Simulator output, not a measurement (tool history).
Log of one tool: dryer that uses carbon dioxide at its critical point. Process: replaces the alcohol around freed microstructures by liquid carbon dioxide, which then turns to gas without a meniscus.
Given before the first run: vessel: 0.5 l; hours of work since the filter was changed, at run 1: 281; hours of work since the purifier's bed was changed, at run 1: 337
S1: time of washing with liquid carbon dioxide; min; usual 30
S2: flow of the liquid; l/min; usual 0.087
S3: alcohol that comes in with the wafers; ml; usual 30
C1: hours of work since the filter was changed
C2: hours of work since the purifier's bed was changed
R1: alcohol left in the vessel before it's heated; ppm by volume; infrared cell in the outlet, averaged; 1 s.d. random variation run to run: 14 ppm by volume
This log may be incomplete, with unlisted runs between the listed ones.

run 1 hour=0 | S1=30 S2=0.087 S3=30 | C1=281 C2=337 | R1=1269
run 2 hour=18.6 | S1=30 S2=0.0732 S3=30 | C1=287 C2=343 | R1=2330
run 3 hour=37.2 | S1=30 S2=0.0732 S3=45 | C1=293 C2=349 | R1=3349
run 4 hour=59.6 | S1=30 S2=0.0732 S3=50 | C1=300 C2=356 | R1=3800
run 5 hour=80.5 | S1=30 S2=0.063 S3=30 | C1=307 C2=362 | R1=3547
run 6 hour=94.7 | S1=30 S2=0.087 S3=30 | C1=311 C2=367 | R1=1277
run 7 hour=107.5 | S1=30 S2=0.087 S3=30 | C1=315 C2=371 | R1=1292
run 8 hour=128.7 | S1=30 S2=0.087 S3=30 | C1=322 C2=377 | R1=1314
run 9 hour=146.9 | S1=19 S2=0.0741 S3=20 | C1=328 C2=383 | R1=4951
run 10 hour=164.1 | S1=30 S2=0.074 S3=30 | C1=333 C2=389 | R1=2268
run 11 hour=185.5 | S1=30 S2=0.074 S3=30 | C1=340 C2=395 | R1=2361
run 12 hour=203.6 | S1=30 S2=0.0575 S3=30 | C1=346 C2=401 | R1=4754
run 13 hour=223.8 | S1=30 S2=0.087 S3=101 | C1=352 C2=407 | R1=4499
run 14 hour=236.7 | S1=30 S2=0.071 S3=46 | C1=356 C2=411 | R1=4037
run 15 hour=251.2 | S1=30 S2=0.071 S3=46 | C1=361 C2=416 | R1=3936

Predict each of these 4 candidate next runs independently; none follows another, all start after run 15:
run A hour=264.6 | S1=27 S2=0.1173 S3=49 | C1=365 C2=420 | R1=?
run B hour=264.6 | S1=18 S2=0.087 S3=59 | C1=365 C2=420 | R1=?
run C hour=264.6 | S1=30 S2=0.087 S3=78 | C1=365 C2=420 | R1=?
run D hour=264.6 | S1=25 S2=0.087 S3=30 | C1=365 C2=420 | R1=?

run=A R1=1000
run=B R1=12126
run=C R1=3439
run=D R1=2592
Take away the tool's hidden state, keep each run's random variation, and the runs would have read:
run=A R1=574
run=B R1=9378
run=C R1=2227
run=D R1=1790
